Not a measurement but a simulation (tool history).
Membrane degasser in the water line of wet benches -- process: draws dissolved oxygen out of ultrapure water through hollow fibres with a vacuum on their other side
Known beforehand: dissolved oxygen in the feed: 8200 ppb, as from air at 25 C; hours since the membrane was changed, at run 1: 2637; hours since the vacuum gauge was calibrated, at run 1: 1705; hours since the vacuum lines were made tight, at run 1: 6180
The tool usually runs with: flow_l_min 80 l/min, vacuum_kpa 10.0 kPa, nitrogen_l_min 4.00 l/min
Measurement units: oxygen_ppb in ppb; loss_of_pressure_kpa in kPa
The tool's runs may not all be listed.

run   hour  flow_l_min  vacuum_kpa  nitrogen_l_min  hours since the membrane was changed  hours since the vacuum gauge was calibrated  hours since the vacuum lines were made tight  oxygen_ppb  loss_of_pressure_kpa
  1    0.0          80        10.0            4.00                                  2637                                         1705                                          6180       482.6                 45.25
  2   41.4          80        10.0            2.50                                  2678                                         1747                                          6221       615.7                 45.33
  3   97.4          80        10.0            2.50                                  2734                                         1803                                          6278       619.1                 44.98
  4  166.7          80        10.0            2.50                                  2804                                         1872                                          6347       620.2                 44.97
  5  205.3         120        10.0            4.00                                  2842                                         1911                                          6385       891.1                 67.83
  6  236.0         120        10.0            4.00                                  2873                                         1941                                          6416       900.2                 67.90
     243.5  -- vacuum gauge calibrated
  7  304.7          80        12.4            4.00                                  2941                                           61                                          6484       578.8                 45.03
  8  337.2          80        10.0            4.00                                  2974                                           94                                          6517       484.8                 45.20
     374.4  -- vacuum gauge calibrated, once more
  9  374.5          80        10.0            4.00                                  3010                                            0                                          6554       476.0                 45.30
 10  436.4          56        10.0            4.00                                  3072                                           62                                          6616       272.3                 31.34
 11  468.6          80        10.0            4.00                                  3105                                           94                                          6648       474.6                 45.15
 12  529.3          80        10.0            3.99                                  3165                                          155                                          6708       475.5                 45.19
 13  562.0          80        10.0            3.99                                  3198                                          188                                          6741       472.7                 45.10
 14  616.4          80        10.0            3.99                                  3252                                          242                                          6795       472.3                 45.24
 15  648.8         104        13.9            7.85                                  3285                                          274                                          6828       670.3                 58.80

Run 16 has not been measured yet. What should we expect?
 16  705.7          97        13.9            1.80                                  3342                                          331                                          6885           ?                     ?

Run 16 produced oxygen_ppb 1248.8 ppb, loss_of_pressure_kpa 54.97 kPa.
Minus the tool's unlogged condition, the same run would have read oxygen_ppb 1226.1 ppb, loss_of_pressure_kpa 53.72 kPa.
